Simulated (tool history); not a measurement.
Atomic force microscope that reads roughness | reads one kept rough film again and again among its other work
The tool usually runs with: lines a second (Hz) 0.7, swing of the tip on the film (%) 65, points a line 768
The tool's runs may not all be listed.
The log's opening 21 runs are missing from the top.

run,hour,lines a second (Hz),swing of the tip on the film (%),points a line,roughness of the kept film (nm (root mean square))
22,266.5,0.502,65,768,3.035
# hour 279.4: new tip fitted
23,283.1,0.7,65,768,3.258
24,296.7,0.7,65,768,3.232
25,306.9,0.7,65,768,3.191
26,317.6,2.754,60,410,3.119
27,336.3,2.754,86,409,2.737
28,351.7,0.7,69,768,3.121
29,363.9,2.793,65,328,2.975
30,372.6,2.793,65,328,2.957
31,382.5,0.7,85,322,3.002
32,394.4,0.7,85,322,2.989

Estimate the outcome of run 33 from the log above:
33,409.9,1.781,57,435,?

Run 33 yielded roughness of the kept film (nm (root mean square)) 3.011.
With no hidden state in the tool, this same run would have given roughness of the kept film (nm (root mean square)) 3.239.
